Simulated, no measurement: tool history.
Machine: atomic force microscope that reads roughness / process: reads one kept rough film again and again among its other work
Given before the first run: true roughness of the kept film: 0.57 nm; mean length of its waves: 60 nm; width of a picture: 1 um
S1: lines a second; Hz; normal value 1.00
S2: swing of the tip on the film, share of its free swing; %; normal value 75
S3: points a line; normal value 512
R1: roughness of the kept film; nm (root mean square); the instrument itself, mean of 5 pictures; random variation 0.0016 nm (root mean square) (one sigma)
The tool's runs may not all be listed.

run   hour    S1  S2   S3     R1
  1    0.0  1.00  75  512  0.519
  2   14.2  1.00  75  512  0.518
  3   22.8  1.00  75  512  0.518
  4   41.1  1.00  75  512  0.516
  5   58.2  1.00  75  589  0.515
  6   69.3  1.00  72  589  0.522
  7   82.2  2.18  75  512  0.471
  8   94.8  2.18  75  512  0.472
     104.0  -- new tip fitted
  9  115.1  2.18  75  512  0.475
     117.8  -- height scale calibrated on a step standard
 10  126.4  1.00  79  512  0.509
 11  142.0  1.00  79  512  0.504
 12  154.1  1.00  79  512  0.508
 13  166.8  1.00  75  512  0.515
 14  177.9  1.00  75  512  0.516
 15  192.2  1.03  75  817  0.514
 16  205.8  2.07  64  271  0.507
     211.8  -- height scale calibrated on a step standard, once more
 17  216.8  0.88  85  271  0.497
 18  233.7  0.88  85  271  0.497
     239.8  -- new tip fitted
 19  246.5  0.88  85  271  0.504
 20  262.8  0.62  75  512  0.534
 21  276.2  0.62  75  512  0.537
 22  295.2  0.62  90  540  0.507
 23  304.8  2.62  84  830  0.419
 24  318.5  1.15  59  849  0.538
 25  330.4  3.06  59  514  0.509
 26  349.6  3.06  59  514  0.506
 27  369.8  3.06  59  514  0.508
     371.9  -- new tip fitted
 28  388.6  3.06  59  514  0.512

Branching from run 28: 5 alternative next runs. What would each branch give?
  A  403.5  3.06  77   514   ?
  B  403.5  1.00  89   512   ?
  C  403.5  0.95  75  1010   ?
  D  403.5  0.92  71   706   ?
  E  403.5  0.83  75   512   ?

run     R1
  A  0.440
  B  0.482
  C  0.521
  D  0.527
  E  0.527
Without the tool's hidden state the same runs would have given:
run     R1
  A  0.441
  B  0.484
  C  0.523
  D  0.530
  E  0.529
